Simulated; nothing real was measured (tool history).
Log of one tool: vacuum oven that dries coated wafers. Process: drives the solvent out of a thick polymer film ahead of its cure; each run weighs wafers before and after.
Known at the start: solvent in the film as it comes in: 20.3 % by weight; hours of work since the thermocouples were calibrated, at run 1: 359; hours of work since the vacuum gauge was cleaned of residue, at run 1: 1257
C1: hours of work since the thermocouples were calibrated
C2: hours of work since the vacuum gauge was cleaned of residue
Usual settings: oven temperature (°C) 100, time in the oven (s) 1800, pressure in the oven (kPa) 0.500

run 1 day=0.000 | oven_temperature_(°C)=100 time_in_the_oven_(s)=1800 pressure_in_the_oven_(kPa)=0.500 | C1=359 C2=1257 | solvent_left_in_the_film_(%)=1.58
run 2 day=2.525 | oven_temperature_(°C)=100 time_in_the_oven_(s)=1800 pressure_in_the_oven_(kPa)=0.500 | C1=396 C2=1293 | solvent_left_in_the_film_(%)=1.57
run 3 day=5.008 | oven_temperature_(°C)=100 time_in_the_oven_(s)=1800 pressure_in_the_oven_(kPa)=0.500 | C1=431 C2=1329 | solvent_left_in_the_film_(%)=1.54
run 4 day=9.658 | oven_temperature_(°C)=100 time_in_the_oven_(s)=1800 pressure_in_the_oven_(kPa)=0.500 | C1=498 C2=1395 | solvent_left_in_the_film_(%)=1.58
run 5 day=12.383 | oven_temperature_(°C)=100 time_in_the_oven_(s)=1800 pressure_in_the_oven_(kPa)=0.500 | C1=537 C2=1434 | solvent_left_in_the_film_(%)=1.60
run 6 day=14.617 | oven_temperature_(°C)=107 time_in_the_oven_(s)=1800 pressure_in_the_oven_(kPa)=0.500 | C1=569 C2=1466 | solvent_left_in_the_film_(%)=0.60
run 7 day=18.779 | oven_temperature_(°C)=107 time_in_the_oven_(s)=1800 pressure_in_the_oven_(kPa)=0.500 | C1=628 C2=1526 | solvent_left_in_the_film_(%)=0.58
run 8 day=23.792 | oven_temperature_(°C)=107 time_in_the_oven_(s)=1800 pressure_in_the_oven_(kPa)=0.383 | C1=700 C2=1598 | solvent_left_in_the_film_(%)=0.56
run 9 day=26.767 | oven_temperature_(°C)=107 time_in_the_oven_(s)=1800 pressure_in_the_oven_(kPa)=0.383 | C1=743 C2=1640 | solvent_left_in_the_film_(%)=0.59
run 10 day=30.154 | oven_temperature_(°C)=107 time_in_the_oven_(s)=1800 pressure_in_the_oven_(kPa)=0.383 | C1=791 C2=1689 | solvent_left_in_the_film_(%)=0.60
run 11 day=33.288 | oven_temperature_(°C)=107 time_in_the_oven_(s)=1800 pressure_in_the_oven_(kPa)=0.383 | C1=836 C2=1734 | solvent_left_in_the_film_(%)=0.62
-- day=34.817 vacuum gauge cleaned of residue and calibrated
run 12 day=37.512 | oven_temperature_(°C)=107 time_in_the_oven_(s)=2760 pressure_in_the_oven_(kPa)=0.383 | C1=896 C2=39 | solvent_left_in_the_film_(%)=0.16
run 13 day=40.796 | oven_temperature_(°C)=100 time_in_the_oven_(s)=1800 pressure_in_the_oven_(kPa)=0.677 | C1=943 C2=86 | solvent_left_in_the_film_(%)=1.66
run 14 day=45.250 | oven_temperature_(°C)=109 time_in_the_oven_(s)=1800 pressure_in_the_oven_(kPa)=0.500 | C1=1007 C2=149 | solvent_left_in_the_film_(%)=0.47
run 15 day=49.938 | oven_temperature_(°C)=109 time_in_the_oven_(s)=1800 pressure_in_the_oven_(kPa)=1.943 | C1=1074 C2=217 | solvent_left_in_the_film_(%)=0.76
run 16 day=54.012 | oven_temperature_(°C)=109 time_in_the_oven_(s)=1800 pressure_in_the_oven_(kPa)=1.943 | C1=1132 C2=275 | solvent_left_in_the_film_(%)=0.72
run 17 day=56.246 | oven_temperature_(°C)=109 time_in_the_oven_(s)=1800 pressure_in_the_oven_(kPa)=1.943 | C1=1164 C2=307 | solvent_left_in_the_film_(%)=0.73
run 18 day=58.933 | oven_temperature_(°C)=100 time_in_the_oven_(s)=1800 pressure_in_the_oven_(kPa)=0.268 | C1=1203 C2=345 | solvent_left_in_the_film_(%)=1.62
run 19 day=63.175 | oven_temperature_(°C)=95 time_in_the_oven_(s)=900 pressure_in_the_oven_(kPa)=1.054 | C1=1263 C2=406 | solvent_left_in_the_film_(%)=7.01
run 20 day=65.762 | oven_temperature_(°C)=95 time_in_the_oven_(s)=900 pressure_in_the_oven_(kPa)=1.054 | C1=1301 C2=443 | solvent_left_in_the_film_(%)=7.07
-- day=67.338 oven's thermocouples calibrated
run 21 day=69.654 | oven_temperature_(°C)=95 time_in_the_oven_(s)=900 pressure_in_the_oven_(kPa)=1.054 | C1=33 C2=498 | solvent_left_in_the_film_(%)=6.89
run 22 day=72.846 | oven_temperature_(°C)=100 time_in_the_oven_(s)=1440 pressure_in_the_oven_(kPa)=0.500 | C1=79 C2=544 | solvent_left_in_the_film_(%)=2.50
run 23 day=78.142 | oven_temperature_(°C)=100 time_in_the_oven_(s)=1440 pressure_in_the_oven_(kPa)=0.500 | C1=155 C2=619 | solvent_left_in_the_film_(%)=2.49
run 24 day=80.696 | oven_temperature_(°C)=100 time_in_the_oven_(s)=1440 pressure_in_the_oven_(kPa)=0.500 | C1=191 C2=656 | solvent_left_in_the_film_(%)=2.50
run 25 day=83.292 | oven_temperature_(°C)=94 time_in_the_oven_(s)=1080 pressure_in_the_oven_(kPa)=0.500 | C1=229 C2=693 | solvent_left_in_the_film_(%)=5.98
run 26 day=88.258 | oven_temperature_(°C)=100 time_in_the_oven_(s)=1800 pressure_in_the_oven_(kPa)=0.739 | C1=300 C2=764 | solvent_left_in_the_film_(%)=1.72
run 27 day=93.083 | oven_temperature_(°C)=96 time_in_the_oven_(s)=1800 pressure_in_the_oven_(kPa)=0.500 | C1=369 C2=833 | solvent_left_in_the_film_(%)=2.61
run 28 day=95.383 | oven_temperature_(°C)=92 time_in_the_oven_(s)=2220 pressure_in_the_oven_(kPa)=1.338 | C1=402 C2=866 | solvent_left_in_the_film_(%)=3.11

5 ways to go on from here, each from the tool as it stands after run 28. What would each give?
run A day=98.817 | oven_temperature_(°C)=103 time_in_the_oven_(s)=1920 pressure_in_the_oven_(kPa)=0.500 | C1=451 C2=916 | solvent_left_in_the_film_(%)=?
run B day=98.817 | oven_temperature_(°C)=101 time_in_the_oven_(s)=2100 pressure_in_the_oven_(kPa)=0.758 | C1=451 C2=916 | solvent_left_in_the_film_(%)=?
run C day=98.817 | oven_temperature_(°C)=105 time_in_the_oven_(s)=1140 pressure_in_the_oven_(kPa)=0.722 | C1=451 C2=916 | solvent_left_in_the_film_(%)=?
run D day=98.817 | oven_temperature_(°C)=91 time_in_the_oven_(s)=1680 pressure_in_the_oven_(kPa)=0.398 | C1=451 C2=916 | solvent_left_in_the_film_(%)=?
run E day=98.817 | oven_temperature_(°C)=92 time_in_the_oven_(s)=1260 pressure_in_the_oven_(kPa)=0.266 | C1=451 C2=916 | solvent_left_in_the_film_(%)=?

run=A solvent_left_in_the_film_(%)=0.93
run=B solvent_left_in_the_film_(%)=1.06
run=C solvent_left_in_the_film_(%)=2.33
run=D solvent_left_in_the_film_(%)=4.59
run=E solvent_left_in_the_film_(%)=5.89
Without the tool's hidden state the same runs would have given:
run=A solvent_left_in_the_film_(%)=0.84
run=B solvent_left_in_the_film_(%)=0.97
run=C solvent_left_in_the_film_(%)=2.21
run=D solvent_left_in_the_film_(%)=4.42
run=E solvent_left_in_the_film_(%)=5.72

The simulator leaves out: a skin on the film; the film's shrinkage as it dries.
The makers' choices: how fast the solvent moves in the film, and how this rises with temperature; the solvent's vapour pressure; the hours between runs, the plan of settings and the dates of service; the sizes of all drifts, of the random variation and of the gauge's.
